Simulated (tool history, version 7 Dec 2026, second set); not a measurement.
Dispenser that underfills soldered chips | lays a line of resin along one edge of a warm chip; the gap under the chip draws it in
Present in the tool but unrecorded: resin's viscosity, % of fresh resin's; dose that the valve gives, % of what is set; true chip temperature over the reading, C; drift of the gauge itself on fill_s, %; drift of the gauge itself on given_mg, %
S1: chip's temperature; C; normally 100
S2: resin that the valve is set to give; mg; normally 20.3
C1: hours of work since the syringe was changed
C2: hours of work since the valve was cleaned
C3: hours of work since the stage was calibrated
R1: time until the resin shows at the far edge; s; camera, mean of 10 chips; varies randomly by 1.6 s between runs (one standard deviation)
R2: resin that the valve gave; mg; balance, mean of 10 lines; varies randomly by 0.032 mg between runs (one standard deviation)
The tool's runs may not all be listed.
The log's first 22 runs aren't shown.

run   hour   S1    S2  C1  C2   C3     R1     R2
        88  -- new syringe of resin
 23   91.1  113  20.2   2   9   86  102.3  20.12
 24   93.4  109  18.7   4  10   88  129.6  18.58
      95.8  -- new syringe of resin
 25   96.6  109  18.7   1  13   90  109.7  18.55
 26   98.8  106    26   2  14   92  131.9   25.8
     103.7  -- new syringe of resin
 27  104.2  115  22.1   0  18   96   87.5   21.9
 28  106.9  104  24.8   2  20   98  145.3  24.55
 29  110.4  109  20.3   5  23  100  136.1  19.94
     111.6  -- new syringe of resin
 30  113.5  100  24.4   1  25  102  158.4  24.02
 31  118.2  100  24.4   5  28  106    187     24
     119.4  -- new syringe of resin
 32  121.5   89  18.9   2  30  108  256.9  18.54
 33  124.4  100  17.9   4  32  110  183.7  17.47
       127  -- new syringe of resin
 34  127.8   92  19.1   1  35  113  217.9  18.64

4 ways to go on from here, each from the tool as it stands after run 34. What would each give?
  A  130.8   94  19.1   3  37  115   ?   ?
  B  130.8   97  19.1   3  37  115   ?   ?
  C  130.8  103  18.5   3  37  115   ?   ?
  D  130.8  103    21   3  37  115   ?   ?

run     R1     R2
  A  219.6  18.63
  B  197.7  18.59
  C  156.2  18.05
  D  154.6   20.4
What these runs would have given with no unlogged condition in the tool:
run     R1     R2
  A  194.7  19.11
  B  175.3  19.07
  C  138.3  18.51
  D  137.2  20.93
